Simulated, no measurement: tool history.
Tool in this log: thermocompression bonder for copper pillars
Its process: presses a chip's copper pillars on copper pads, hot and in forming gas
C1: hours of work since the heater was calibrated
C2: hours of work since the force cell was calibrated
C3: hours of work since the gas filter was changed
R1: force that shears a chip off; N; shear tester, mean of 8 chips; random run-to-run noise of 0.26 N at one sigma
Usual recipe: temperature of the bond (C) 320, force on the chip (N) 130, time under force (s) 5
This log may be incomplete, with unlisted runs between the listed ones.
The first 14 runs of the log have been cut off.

{"run": 15, "hour": 120.5, "temperature of the bond (C)": 320, "force on the chip (N)": 139, "time under force (s)": 5, "C1": 239, "C2": 899, "C3": 92, "R1": 53.8}
{"run": 16, "hour": 131.1, "temperature of the bond (C)": 320, "force on the chip (N)": 130, "time under force (s)": 5, "C1": 244, "C2": 905, "C3": 97, "R1": 51.2}
{"run": 17, "hour": 139.1, "temperature of the bond (C)": 320, "force on the chip (N)": 130, "time under force (s)": 13, "C1": 248, "C2": 908, "C3": 101, "R1": 64.2}
{"run": 18, "hour": 144.8, "temperature of the bond (C)": 320, "force on the chip (N)": 124, "time under force (s)": 5, "C1": 251, "C2": 911, "C3": 104, "R1": 48.7}
{"run": 19, "hour": 150.4, "temperature of the bond (C)": 320, "force on the chip (N)": 124, "time under force (s)": 5, "C1": 253, "C2": 914, "C3": 107, "R1": 49.2}
{"run": 20, "hour": 161.2, "temperature of the bond (C)": 320, "force on the chip (N)": 124, "time under force (s)": 5, "C1": 258, "C2": 919, "C3": 112, "R1": 48.4}
{"hour": 163.3, "done": "force cell calibrated"}
{"run": 21, "hour": 168.2, "temperature of the bond (C)": 298, "force on the chip (N)": 87, "time under force (s)": 3, "C1": 261, "C2": 2, "C3": 114, "R1": 22.0}
{"run": 22, "hour": 172.6, "temperature of the bond (C)": 298, "force on the chip (N)": 181, "time under force (s)": 14, "C1": 263, "C2": 4, "C3": 117, "R1": 70.4}
{"run": 23, "hour": 183.4, "temperature of the bond (C)": 298, "force on the chip (N)": 181, "time under force (s)": 14, "C1": 268, "C2": 10, "C3": 122, "R1": 70.8}
{"run": 24, "hour": 191.4, "temperature of the bond (C)": 298, "force on the chip (N)": 181, "time under force (s)": 6, "C1": 272, "C2": 14, "C3": 126, "R1": 59.7}
{"run": 25, "hour": 198.8, "temperature of the bond (C)": 298, "force on the chip (N)": 115, "time under force (s)": 8, "C1": 276, "C2": 17, "C3": 129, "R1": 43.9}
{"hour": 207.4, "done": "force cell calibrated, once more"}
{"run": 26, "hour": 207.4, "temperature of the bond (C)": 298, "force on the chip (N)": 115, "time under force (s)": 8, "C1": 279, "C2": 0, "C3": 133, "R1": 47.5}
{"run": 27, "hour": 213.8, "temperature of the bond (C)": 320, "force on the chip (N)": 107, "time under force (s)": 4, "C1": 282, "C2": 3, "C3": 136, "R1": 41.9}
{"run": 28, "hour": 219.1, "temperature of the bond (C)": 320, "force on the chip (N)": 107, "time under force (s)": 4, "C1": 285, "C2": 6, "C3": 138, "R1": 42.3}
{"run": 29, "hour": 226.6, "temperature of the bond (C)": 328, "force on the chip (N)": 181, "time under force (s)": 3, "C1": 288, "C2": 9, "C3": 142, "R1": 62.7}
{"run": 30, "hour": 233.8, "temperature of the bond (C)": 291, "force on the chip (N)": 184, "time under force (s)": 5, "C1": 292, "C2": 13, "C3": 145, "R1": 58.0}
{"run": 31, "hour": 239.7, "temperature of the bond (C)": 291, "force on the chip (N)": 184, "time under force (s)": 5, "C1": 295, "C2": 16, "C3": 148, "R1": 58.2}
{"run": 32, "hour": 247.9, "temperature of the bond (C)": 291, "force on the chip (N)": 184, "time under force (s)": 5, "C1": 299, "C2": 19, "C3": 152, "R1": 58.0}
{"run": 33, "hour": 256.2, "temperature of the bond (C)": 345, "force on the chip (N)": 184, "time under force (s)": 10, "C1": 303, "C2": 23, "C3": 156, "R1": 78.5}
{"run": 34, "hour": 261.5, "temperature of the bond (C)": 345, "force on the chip (N)": 184, "time under force (s)": 10, "C1": 305, "C2": 26, "C3": 159, "R1": 77.7}
{"run": 35, "hour": 268.9, "temperature of the bond (C)": 326, "force on the chip (N)": 143, "time under force (s)": 5, "C1": 309, "C2": 30, "C3": 162, "R1": 59.7}
{"run": 36, "hour": 275.9, "temperature of the bond (C)": 320, "force on the chip (N)": 121, "time under force (s)": 5, "C1": 312, "C2": 33, "C3": 165, "R1": 50.2}
{"run": 37, "hour": 286.0, "temperature of the bond (C)": 320, "force on the chip (N)": 102, "time under force (s)": 5, "C1": 317, "C2": 38, "C3": 170, "R1": 42.7}
{"run": 38, "hour": 295.3, "temperature of the bond (C)": 317, "force on the chip (N)": 143, "time under force (s)": 11, "C1": 321, "C2": 42, "C3": 175, "R1": 67.4}
{"run": 39, "hour": 302.3, "temperature of the bond (C)": 306, "force on the chip (N)": 145, "time under force (s)": 5, "C1": 325, "C2": 46, "C3": 178, "R1": 53.0}

Consider 3 possible next runs. They are alternatives, not a sequence: every one starts from the tool as it was left by run 39. What does each give?
{"run": "A", "hour": 306.7, "temperature of the bond (C)": 303, "force on the chip (N)": 145, "time under force (s)": 5, "C1": 327, "C2": 48, "C3": 180, "R1": "?"}
{"run": "B", "hour": 306.7, "temperature of the bond (C)": 306, "force on the chip (N)": 184, "time under force (s)": 5, "C1": 327, "C2": 48, "C3": 180, "R1": "?"}
{"run": "C", "hour": 306.7, "temperature of the bond (C)": 306, "force on the chip (N)": 194, "time under force (s)": 3, "C1": 327, "C2": 48, "C3": 180, "R1": "?"}

run=A R1=52.0
run=B R1=62.8
run=C R1=58.1
With no hidden state in the tool, these same runs would have given:
run=A R1=53.6
run=B R1=64.9
run=C R1=60.0

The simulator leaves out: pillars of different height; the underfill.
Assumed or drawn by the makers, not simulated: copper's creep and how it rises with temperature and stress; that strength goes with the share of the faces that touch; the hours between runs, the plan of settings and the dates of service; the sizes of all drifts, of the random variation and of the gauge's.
